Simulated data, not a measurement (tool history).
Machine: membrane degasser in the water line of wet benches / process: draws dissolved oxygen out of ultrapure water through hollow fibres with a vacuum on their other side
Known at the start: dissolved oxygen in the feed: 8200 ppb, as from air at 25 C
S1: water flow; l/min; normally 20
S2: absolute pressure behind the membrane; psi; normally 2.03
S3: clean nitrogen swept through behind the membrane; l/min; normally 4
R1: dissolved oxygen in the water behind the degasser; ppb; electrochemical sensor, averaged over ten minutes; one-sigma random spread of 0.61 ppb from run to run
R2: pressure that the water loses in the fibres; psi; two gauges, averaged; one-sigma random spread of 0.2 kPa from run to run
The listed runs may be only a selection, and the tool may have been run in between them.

run,hour,S1,S2,S3,R1,R2
1,0,20,2.03,4,132.1,6.425
2,84.2,20,2.03,4,131.8,6.409
3,167.9,17,2.03,4,112.3,5.401
4,281.4,29,2.03,4,198,9.378
5,344,29,2.26,4,222.3,9.351
6,408.1,24,2.03,4,159.9,7.738
7,486.4,24,2.03,4,159.2,7.726
8,564.4,24,2.03,7.01,95.5,7.733
9,620.7,20,2.03,4,131,6.403
10,736.6,27,2.54,4,233,8.717
11,806.7,22,3.22,4,250.6,7.039
12,873.6,22,3.22,4,249.6,7.072
13,988.3,22,3.22,4,249.2,7.156

What does the tool deliver on the next run?
14,1048,22,3.22,4,?,?

{"run 14": {"R1": 250.2, "R2": 7.118}}
Take away the tool's hidden state, keep the run-to-run variation as it was, and the same run would have given R1 250 ppb, R2 7.116 psi.
